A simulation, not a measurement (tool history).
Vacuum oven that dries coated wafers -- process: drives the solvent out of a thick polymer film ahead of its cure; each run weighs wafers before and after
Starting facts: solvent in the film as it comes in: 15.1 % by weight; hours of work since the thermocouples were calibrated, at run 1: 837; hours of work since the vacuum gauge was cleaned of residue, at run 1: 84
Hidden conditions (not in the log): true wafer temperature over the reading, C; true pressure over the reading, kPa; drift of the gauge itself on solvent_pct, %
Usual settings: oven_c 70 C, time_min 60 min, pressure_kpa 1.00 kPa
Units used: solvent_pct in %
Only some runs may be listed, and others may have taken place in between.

| run | hour | oven_c | time_min | pressure_kpa | hours of work since the thermocouples were calibrated | hours of work since the vacuum gauge was cleaned of residue | solvent_pct |
|---|---|---|---|---|---|---|---|
| 1 | 0.0 | 70 | 60 | 1.00 | 837 | 84 | 1.81 |
| 2 | 10.7 | 70 | 60 | 1.00 | 842 | 89 | 1.82 |
| 3 | 19.2 | 70 | 60 | 1.00 | 845 | 92 | 1.78 |
| 4 | 27.5 | 70 | 60 | 1.00 | 849 | 96 | 1.83 |
| 5 | 38.0 | 70 | 60 | 1.00 | 854 | 101 | 1.86 |
| 6 | 45.8 | 70 | 46 | 1.00 | 857 | 104 | 2.64 |
| 7 | 56.9 | 70 | 46 | 1.00 | 862 | 109 | 2.73 |
| 8 | 65.6 | 70 | 60 | 2.25 | 866 | 113 | 2.42 |
| 9 | 77.5 | 70 | 60 | 1.00 | 871 | 118 | 1.88 |
| 10 | 89.7 | 70 | 60 | 1.00 | 876 | 123 | 1.77 |
| 11 | 95.4 | 70 | 60 | 1.00 | 879 | 126 | 1.86 |
| 12 | 105.6 | 70 | 60 | 1.00 | 883 | 130 | 1.87 |
| 13 | 112.4 | 70 | 60 | 1.00 | 886 | 133 | 1.84 |
| 14 | 124.0 | 70 | 60 | 1.00 | 891 | 138 | 1.74 |
| 15 | 131.1 | 70 | 60 | 1.00 | 894 | 141 | 1.86 |
| 16 | 140.7 | 70 | 60 | 1.00 | 899 | 146 | 1.85 |
| 17 | 152.6 | 70 | 60 | 1.00 | 904 | 151 | 1.87 |
| 18 | 163.3 | 70 | 60 | 1.00 | 909 | 156 | 1.91 |
| 19 | 172.7 | 70 | 60 | 1.00 | 913 | 160 | 1.88 |
|  | 174.8 | vacuum gauge cleaned of residue and calibrated |
| 20 | 183.0 | 70 | 60 | 1.00 | 917 | 4 | 1.91 |
| 21 | 193.4 | 70 | 60 | 1.00 | 921 | 8 | 1.90 |
|  | 197.7 | vacuum gauge cleaned of residue and calibrated, once more |
| 22 | 203.5 | 73 | 60 | 3.57 | 925 | 3 | 2.38 |
| 23 | 209.0 | 57 | 107 | 3.57 | 927 | 5 | 5.96 |
| 24 | 216.0 | 74 | 60 | 1.00 | 930 | 8 | 0.97 |
| 25 | 221.7 | 74 | 60 | 1.83 | 933 | 11 | 1.50 |
| 26 | 227.3 | 74 | 60 | 1.83 | 935 | 13 | 1.40 |
| 27 | 237.4 | 58 | 60 | 2.70 | 940 | 17 | 7.10 |
| 28 | 245.6 | 58 | 60 | 2.70 | 943 | 21 | 7.05 |
| 29 | 257.2 | 56 | 60 | 2.70 | 948 | 26 | 7.88 |
| 30 | 265.2 | 56 | 60 | 2.70 | 952 | 30 | 7.71 |
| 31 | 277.5 | 60 | 96 | 0.75 | 957 | 35 | 3.11 |
| 32 | 286.8 | 60 | 96 | 0.75 | 961 | 39 | 3.26 |
| 33 | 292.9 | 60 | 96 | 0.75 | 964 | 42 | 3.26 |
| 34 | 300.1 | 64 | 34 | 0.95 | 967 | 45 | 6.12 |
| 35 | 309.5 | 60 | 60 | 3.50 | 971 | 49 | 6.67 |
| 36 | 320.2 | 60 | 60 | 3.50 | 976 | 54 | 6.89 |
| 37 | 331.6 | 70 | 54 | 1.88 | 981 | 59 | 2.71 |
| 38 | 344.1 | 67 | 60 | 0.68 | 987 | 64 | 2.64 |
| 39 | 349.9 | 67 | 60 | 0.68 | 989 | 67 | 2.62 |

Alternative continuations, all from the tool just after run 39; predict every row:
| A | 358.8 | 67 | 53 | 0.68 | 993 | 71 | ? |
| B | 358.8 | 78 | 38 | 1.45 | 993 | 71 | ? |
| C | 358.8 | 70 | 60 | 0.83 | 993 | 71 | ? |

| run | solvent_pct |
|---|---|
| A | 3.16 |
| B | 1.44 |
| C | 1.87 |
Without the tool's unlogged condition, the same runs would have read:
| run | solvent_pct |
|---|---|
| A | 2.72 |
| B | 1.19 |
| C | 1.55 |
